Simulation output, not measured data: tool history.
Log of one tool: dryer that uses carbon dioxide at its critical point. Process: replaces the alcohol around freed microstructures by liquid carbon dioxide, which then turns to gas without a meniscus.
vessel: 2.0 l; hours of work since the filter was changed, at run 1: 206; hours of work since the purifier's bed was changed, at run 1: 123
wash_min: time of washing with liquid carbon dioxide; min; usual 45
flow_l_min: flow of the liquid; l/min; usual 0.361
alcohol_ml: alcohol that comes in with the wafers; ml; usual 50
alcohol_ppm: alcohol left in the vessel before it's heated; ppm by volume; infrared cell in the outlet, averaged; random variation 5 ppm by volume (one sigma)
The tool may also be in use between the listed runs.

run	hour	wash_min	flow_l_min	alcohol_ml	hours of work since the filter was changed	hours of work since the purifier's bed was changed	alcohol_ppm
1	0	45	0.361	50	206	123	34
2	4.2	45	0.361	50	208	125	27
3	8.5	45	0.361	50	209	126	34
4	16.6	45	0.361	50	212	129	30
5	22.9	45	0.361	50	214	131	15
6	29	45	0.361	50	216	133	25
7	37.5	45	0.361	50	218	136	26
8	46.1	45	0.361	50	221	138	23
9	51	45	0.373	50	223	140	32
10	59.8	28	0.373	50	226	143	207
11	64.2	28	0.373	50	227	144	209
12	73.7	45	0.361	50	230	147	34
13	81.8	45	0.361	50	233	150	28
14	88.7	45	0.361	50	235	152	23
15	96.8	45	0.361	50	238	155	27
16	102.2	45	0.361	50	240	157	21
17	110.2	45	0.361	50	242	159	31
18	117.9	45	0.361	50	245	162	24
19	125.5	45	0.361	50	247	164	43
20	134.8	45	0.593	35	250	167	20
21	141.4	45	0.291	35	252	170	66
22	145.5	61	0.262	29	254	171	25
23	151.3	61	0.227	21	256	173	27
24	160.1	61	0.227	21	258	176	28
25	164.4	32	0.534	27	260	177	24
26	172.2	48	0.385	50	262	180	20
27	181.8	36	0.365	45	266	183	78
28	189.9	45	0.361	45	268	185	38
29	198.8	50	0.361	50	271	188	23
30	206.8	37	0.361	50	274	191	77
31	213.9	37	0.338	50	276	193	93
32	219.2	32	0.545	96	278	195	42
33	228.8	32	0.545	96	281	198	34
34	238.3	39	0.444	26	284	201	19
35	247.2	28	0.361	50	287	204	247
36	256.2	28	0.361	50	290	207	254

Hidden state or all else? Some run-to-run changes of alcohol_ppm, split into what the settings, what came in and random variation would give without the hidden state, and what is left for the hidden state (with any gauge scatter that isn't in both results):
The hidden state here: flow that reaches the vessel past the clogged filter, %; alcohol in the recycled carbon dioxide, ppm; drift of the gauge itself on alcohol_ppm, %.
Run 9 -> 10: wash_min 45 -> 28. alcohol_ppm +175 ppm by volume: hidden state +32, all else +143.
Run 11 -> 12: wash_min 28 -> 45, flow_l_min 0.373 -> 0.361. alcohol_ppm -175 ppm by volume: hidden state -30, all else -145.
Run 34 -> 35: wash_min 39 -> 28, flow_l_min 0.444 -> 0.361, alcohol_ml 26 -> 50. alcohol_ppm +228 ppm by volume: hidden state +46, all else +182.
